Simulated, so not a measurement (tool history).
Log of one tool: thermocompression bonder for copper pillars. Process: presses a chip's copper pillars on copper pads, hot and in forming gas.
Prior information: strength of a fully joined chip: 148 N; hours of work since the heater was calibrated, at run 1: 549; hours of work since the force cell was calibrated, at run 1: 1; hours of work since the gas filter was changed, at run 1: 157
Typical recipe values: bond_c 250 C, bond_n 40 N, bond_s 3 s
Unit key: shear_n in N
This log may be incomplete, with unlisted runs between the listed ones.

run,hour,bond_c,bond_n,bond_s,hours of work since the heater was calibrated,hours of work since the force cell was calibrated,hours of work since the gas filter was changed,shear_n
1,0.0,250,40,3,549,1,157,61.9
2,18.5,254,40,3,564,16,171,66.2
3,34.9,260,40,3,576,28,184,71.8
4,46.1,260,40,3,585,37,193,71.9
5,61.4,260,40,3,597,49,204,71.5
6,78.7,267,58,5,610,62,218,104.8
7,90.2,277,34,2,619,71,226,74.3
# hour 93.5: heater calibrated with a thermocouple chip
8,101.5,265,25,2,6,78,234,54.9
9,119.1,265,25,2,20,91,247,55.8
10,126.7,252,41,3,26,97,253,64.8

Below are 3 alternative next runs, each starting from the tool's condition after run 10. Predict each:
A,144.0,242,29,2,39,111,266,?
B,144.0,276,53,4,39,111,266,?
C,144.0,236,52,4,39,111,266,?

run,shear_n
A,38.6
B,105.2
C,62.4
Without the tool's hidden state the same runs would have given:
run,shear_n
A,37.1
B,107.5
C,60.7
